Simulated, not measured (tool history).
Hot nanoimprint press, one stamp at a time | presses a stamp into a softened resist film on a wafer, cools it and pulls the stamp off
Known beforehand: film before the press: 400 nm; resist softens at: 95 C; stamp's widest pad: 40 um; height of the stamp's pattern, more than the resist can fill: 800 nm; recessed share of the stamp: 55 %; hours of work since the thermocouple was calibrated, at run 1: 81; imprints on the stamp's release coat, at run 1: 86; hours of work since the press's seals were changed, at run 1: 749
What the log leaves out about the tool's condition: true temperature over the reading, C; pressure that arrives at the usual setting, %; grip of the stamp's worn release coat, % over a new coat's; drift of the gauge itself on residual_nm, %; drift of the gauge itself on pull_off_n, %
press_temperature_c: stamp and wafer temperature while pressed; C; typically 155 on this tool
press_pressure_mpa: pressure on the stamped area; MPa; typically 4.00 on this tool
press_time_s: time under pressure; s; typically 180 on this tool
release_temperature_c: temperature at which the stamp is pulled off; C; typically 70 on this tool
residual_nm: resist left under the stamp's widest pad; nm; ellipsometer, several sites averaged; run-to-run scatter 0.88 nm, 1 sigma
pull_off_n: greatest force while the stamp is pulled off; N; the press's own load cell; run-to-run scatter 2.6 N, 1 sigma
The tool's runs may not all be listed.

| run | hour | press_temperature_c | press_pressure_mpa | press_time_s | release_temperature_c | hours of work since the thermocouple was calibrated | imprints on the stamp's release coat | hours of work since the press's seals were changed | residual_nm | pull_off_n |
|---|---|---|---|---|---|---|---|---|---|---|
| 1 | 0.0 | 155 | 4.00 | 180 | 70 | 81 | 86 | 749 | 141.0 | 123 |
| 2 | 42.7 | 155 | 4.00 | 180 | 70 | 111 | 177 | 779 | 139.2 | 130 |
| 3 | 101.2 | 155 | 4.00 | 180 | 70 | 152 | 302 | 820 | 139.3 | 126 |
|  | 142.0 | press's hydraulic seals changed and the load cell set to zero |
| 4 | 144.6 | 155 | 4.00 | 180 | 72 | 176 | 377 | 2 | 135.4 | 126 |
| 5 | 185.4 | 155 | 4.00 | 180 | 72 | 205 | 464 | 30 | 135.3 | 125 |
| 6 | 210.7 | 154 | 4.00 | 180 | 70 | 223 | 519 | 48 | 142.7 | 129 |
| 7 | 234.9 | 154 | 4.00 | 180 | 70 | 240 | 570 | 65 | 143.0 | 133 |
| 8 | 266.8 | 155 | 4.00 | 180 | 59 | 262 | 638 | 87 | 133.7 | 179 |
| 9 | 302.8 | 155 | 3.92 | 180 | 70 | 287 | 715 | 113 | 134.8 | 133 |
| 10 | 345.4 | 155 | 4.00 | 180 | 70 | 317 | 806 | 142 | 131.9 | 134 |
|  | 353.2 | plate thermocouple calibrated |
| 11 | 400.6 | 155 | 4.00 | 180 | 70 | 33 | 918 | 179 | 139.8 | 137 |
| 12 | 425.9 | 155 | 4.00 | 180 | 70 | 51 | 972 | 197 | 141.0 | 135 |
| 13 | 479.1 | 155 | 4.00 | 180 | 70 | 88 | 1085 | 234 | 140.2 | 143 |
| 14 | 528.9 | 155 | 4.00 | 180 | 70 | 123 | 1192 | 269 | 138.3 | 140 |
| 15 | 568.2 | 155 | 4.00 | 180 | 70 | 151 | 1276 | 296 | 138.8 | 143 |
| 16 | 596.1 | 160 | 3.66 | 264 | 75 | 170 | 1335 | 316 | 87.4 | 117 |
| 17 | 639.4 | 160 | 3.66 | 264 | 75 | 200 | 1428 | 346 | 86.6 | 123 |
| 18 | 697.5 | 160 | 2.64 | 283 | 75 | 241 | 1552 | 387 | 99.4 | 123 |
| 19 | 727.1 | 144 | 5.24 | 180 | 62 | 262 | 1615 | 408 | 243.5 | 171 |
| 20 | 782.9 | 144 | 5.24 | 180 | 62 | 301 | 1734 | 447 | 242.4 | 178 |
|  | 814.8 | plate thermocouple calibrated |
| 21 | 833.7 | 155 | 4.00 | 309 | 57 | 13 | 1836 | 480 | 111.2 | 191 |
| 22 | 879.8 | 155 | 4.00 | 309 | 57 | 46 | 1935 | 513 | 110.0 | 199 |
| 23 | 906.0 | 155 | 4.00 | 309 | 57 | 64 | 1991 | 531 | 111.3 | 202 |
| 24 | 941.8 | 154 | 5.95 | 340 | 70 | 89 | 2067 | 556 | 93.5 | 148 |
| 25 | 967.6 | 154 | 2.54 | 127 | 58 | 107 | 2122 | 574 | 204.5 | 201 |
| 26 | 994.6 | 155 | 3.27 | 321 | 70 | 126 | 2180 | 593 | 118.5 | 154 |
| 27 | 1037.8 | 150 | 4.53 | 321 | 70 | 156 | 2272 | 623 | 143.3 | 150 |
| 28 | 1070.7 | 156 | 5.01 | 337 | 75 | 179 | 2343 | 646 | 87.6 | 133 |
|  | 1113.7 | stamp cleaned and given a new release coat |
| 29 | 1124.0 | 148 | 4.00 | 270 | 70 | 212 | 22 | 679 | 184.1 | 129 |
| 30 | 1177.1 | 148 | 4.00 | 270 | 70 | 250 | 135 | 717 | 183.5 | 129 |

The same runs without the tool's hidden state, with the same run-to-run variation:
| run | residual_nm | pull_off_n |
|---|---|---|
| 1 | 140.5 | 123 |
| 2 | 139.4 | 129 |
| 3 | 140.4 | 125 |
| 4 | 140.3 | 125 |
| 5 | 140.8 | 123 |
| 6 | 149.0 | 127 |
| 7 | 149.6 | 130 |
| 8 | 140.3 | 173 |
| 9 | 142.1 | 129 |
| 10 | 139.6 | 129 |
| 11 | 139.3 | 128 |
| 12 | 140.8 | 125 |
| 13 | 140.9 | 132 |
| 14 | 139.7 | 129 |
| 15 | 140.8 | 131 |
| 16 | 88.8 | 107 |
| 17 | 88.4 | 112 |
| 18 | 102.3 | 112 |
| 19 | 249.4 | 154 |
| 20 | 249.6 | 159 |
| 21 | 110.7 | 167 |
| 22 | 110.0 | 173 |
| 23 | 111.6 | 175 |
| 24 | 93.4 | 128 |
| 25 | 207.0 | 173 |
| 26 | 120.2 | 132 |
| 27 | 145.5 | 129 |
| 28 | 88.9 | 114 |
| 29 | 188.8 | 131 |
| 30 | 189.1 | 131 |

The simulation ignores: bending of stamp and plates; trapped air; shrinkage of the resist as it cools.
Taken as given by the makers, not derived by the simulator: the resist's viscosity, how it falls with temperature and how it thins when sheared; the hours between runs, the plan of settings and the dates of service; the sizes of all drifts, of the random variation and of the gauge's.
